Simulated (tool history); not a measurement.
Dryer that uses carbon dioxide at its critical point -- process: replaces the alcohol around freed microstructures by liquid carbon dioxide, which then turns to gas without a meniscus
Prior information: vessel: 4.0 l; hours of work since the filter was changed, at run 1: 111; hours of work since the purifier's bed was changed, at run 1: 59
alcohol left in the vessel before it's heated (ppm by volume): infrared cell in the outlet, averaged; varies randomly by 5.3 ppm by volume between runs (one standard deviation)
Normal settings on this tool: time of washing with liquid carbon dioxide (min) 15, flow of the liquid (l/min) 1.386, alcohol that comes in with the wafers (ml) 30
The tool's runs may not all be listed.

run    hour  time of washing with liquid carbon dioxide (min)  flow of the liquid (l/min)  alcohol that comes in with the wafers (ml)  hours of work since the filter was changed  hours of work since the purifier's bed was changed  alcohol left in the vessel before it's heated (ppm by volume)
  1     0.0                                                15                       1.386                                          30                                         111                                                  59                                                            152
  2    32.3                                                15                       1.386                                          30                                         122                                                  70                                                            162
  3    72.8                                                15                       1.386                                          30                                         136                                                  84                                                            174
  4    97.6                                                22                       1.386                                          30                                         144                                                  93                                                             59
  5   120.6                                                15                       1.386                                          30                                         152                                                 100                                                            192
  6   162.9                                                15                       1.230                                          30                                         166                                                 115                                                            279
  7   205.3                                                15                       1.230                                          30                                         181                                                 130                                                            306
  8   242.6                                                15                       1.230                                          30                                         194                                                 142                                                            297
  9   275.1                                                15                       0.980                                          30                                         205                                                 153                                                            562
 10   317.4                                                15                       0.980                                          30                                         219                                                 168                                                            571
 11   344.5                                                15                       1.386                                          30                                         229                                                 177                                                            221
      365.4  -- inlet filter changed
 12   385.3                                                15                       1.386                                          30                                           7                                                 191                                                            180
 13   409.8                                                15                       1.386                                          30                                          15                                                 199                                                            177
 14   462.0                                                15                       1.386                                          30                                          33                                                 217                                                            185
 15   498.4                                                15                       1.386                                          30                                          46                                                 230                                                            184
 16   543.9                                                15                       1.386                                          30                                          61                                                 245                                                            210
 17   567.9                                                15                       1.386                                          30                                          69                                                 254                                                            200
 18   616.6                                                18                       1.386                                          30                                          86                                                 270                                                            131
 19   642.7                                                22                       1.386                                          30                                          95                                                 279                                                             95
 20   677.6                                                22                       1.386                                          30                                         107                                                 291                                                            101
 21   732.0                                                15                       1.320                                          30                                         126                                                 310                                                            270
 22   787.3                                                15                       1.386                                          30                                         145                                                 329                                                            233
 23   824.4                                                15                       1.386                                          30                                         157                                                 342                                                            243
 24   846.9                                                15                       1.386                                          30                                         165                                                 349                                                            246
 25   895.2                                                15                       1.386                                          30                                         182                                                 366                                                            254
 26   920.1                                                15                       1.870                                         118                                         190                                                 374                                                            261
 27   943.6                                                11                       1.386                                          36                                         198                                                 383                                                            637
 28   988.1                                                11                       1.400                                          30                                         214                                                 398                                                            563
 29  1012.6                                                19                       1.350                                          60                                         222                                                 406                                                            257
 30  1040.9                                                19                       1.350                                          60                                         232                                                 416                                                            261
     1055.6  -- inlet filter changed
 31  1077.3                                                15                       1.386                                          49                                           7                                                 428                                                            304
 32  1101.5                                                15                       1.386                                          49                                          16                                                 436                                                            325
 33  1125.9                                                15                       1.480                                          30                                          24                                                 445                                                            211
 34  1151.0                                                12                       2.080                                          30                                          33                                                 453                                                            165
 35  1203.1                                                12                       1.386                                          59                                          51                                                 471                                                            699
 36  1252.5                                                10                       1.386                                          59                                          68                                                 488                                                           1101
 37  1302.2                                                10                       1.386                                          59                                          85                                                 505                                                           1140
 38  1344.9                                                10                       1.170                                          59                                          99                                                 520                                                           1702
 39  1400.9                                                10                       1.170                                          59                                         118                                                 539                                                           1808
     1408.6  -- purifier's bed changed
 40  1437.3                                                15                       2.220                                          30                                         130                                                  10                                                             23
 41  1472.0                                                22                       0.980                                          30                                         142                                                  22                                                            145
 42  1504.2                                                22                       0.980                                          30                                         153                                                  33                                                            152
 43  1554.3                                                17                       2.150                                          30                                         170                                                  50                                                             32
 44  1587.9                                                17                       2.150                                          30                                         182                                                  62                                                             26
 45  1637.7                                                24                       1.770                                          30                                         199                                                  79                                                             30

Each row is a separate what-if for the run after 45, all from the same tool condition, not one after another. Results?
  A  1685.3                                                15                       0.920                                          30                                         215                                                  95                                                              ?
  B  1685.3                                                13                       1.290                                          30                                         215                                                  95                                                              ?
  C  1685.3                                                11                       0.910                                          27                                         215                                                  95                                                              ?
  D  1685.3                                                21                       1.080                                          30                                         215                                                  95                                                              ?
  E  1685.3                                                16                       1.610                                          30                                         215                                                  95                                                              ?

run  alcohol left in the vessel before it's heated (ppm by volume)
  A                                                            634
  B                                                            380
  C                                                           1152
  D                                                            155
  E                                                             95
The same runs, with their run-to-run variation unchanged, on a tool lacking any hidden condition would have given:
run  alcohol left in the vessel before it's heated (ppm by volume)
  A                                                            471
  B                                                            262
  C                                                            937
  D                                                             88
  E                                                             45

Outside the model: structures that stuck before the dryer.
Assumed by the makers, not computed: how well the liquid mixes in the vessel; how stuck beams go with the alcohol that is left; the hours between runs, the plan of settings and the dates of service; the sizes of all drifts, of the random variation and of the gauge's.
